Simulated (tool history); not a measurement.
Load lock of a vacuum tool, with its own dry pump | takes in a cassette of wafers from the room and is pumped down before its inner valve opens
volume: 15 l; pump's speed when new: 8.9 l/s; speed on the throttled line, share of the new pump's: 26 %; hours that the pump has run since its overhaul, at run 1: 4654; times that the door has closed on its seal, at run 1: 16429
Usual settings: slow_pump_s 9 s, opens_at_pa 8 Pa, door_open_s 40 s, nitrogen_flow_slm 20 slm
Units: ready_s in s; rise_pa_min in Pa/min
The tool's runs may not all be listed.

run	hour	slow_pump_s	opens_at_pa	door_open_s	nitrogen_flow_slm	hours that the pump has run since its overhaul	times that the door has closed on its seal	incoming humidity of the room's air, %	ready_s	rise_pa_min
1	0	9	8	40	20	4654	16429	45.2	22.9	0.018
2	70.9	9	8	40	20	4725	16739	47.7	22.7	0.013
3	141.7	4	8	40	20	4796	17048	42.9	19.4	0.015
4	234.1	4	8	40	20	4888	17452	47.6	19.1	0.02
5	349.9	4	8	40	20	5004	17958	49.1	19.3	0.017
6	469.1	9	8	40	20	5123	18478	42.6	22.9	0.012
7	532.1	9	8	40	20	5186	18754	47.4	22.9	0.018
8	589.8	9	8	40	20	5244	19006	47	22.6	0.013
9	713.8	9	8	40	20	5368	19547	45.2	22.7	0.019
10	768.9	9	8	40	20	5423	19788	40	22.7	0.018
11	839.5	9	16	64	9	5493	20096	43.5	21.5	0.023
12	966.2	9	8	40	12	5620	20650	49.1	22.7	0.017
13	1096	9	8	40	12	5750	21216	45.5	22.5	0.022
14	1186.6	10	6	154	39	5841	21612	45.6	23.9	0.018
15	1291.2	10	8	48	39	5945	22069	45.9	23.6	0.018
16	1401.2	10	8	48	39	6055	22550	41.7	23.3	0.012
17	1465.3	9	8	67	20	6119	22830	42.8	22.6	0.018

3 ways to go on from here, each from the tool as it stands after run 17. What would each give?
A	1566.3	7	8	40	37	6220	23271	43.7	?	?
B	1566.3	9	13	168	6	6220	23271	47.9	?	?
C	1566.3	9	8	167	20	6220	23271	45.9	?	?

run	ready_s	rise_pa_min
A	21.3	0.02
B	21.9	0.048
C	22.9	0.024
Without the tool's hidden state the same runs would have given:
run	ready_s	rise_pa_min
A	21.3	0.019
B	21.9	0.047
C	22.9	0.023
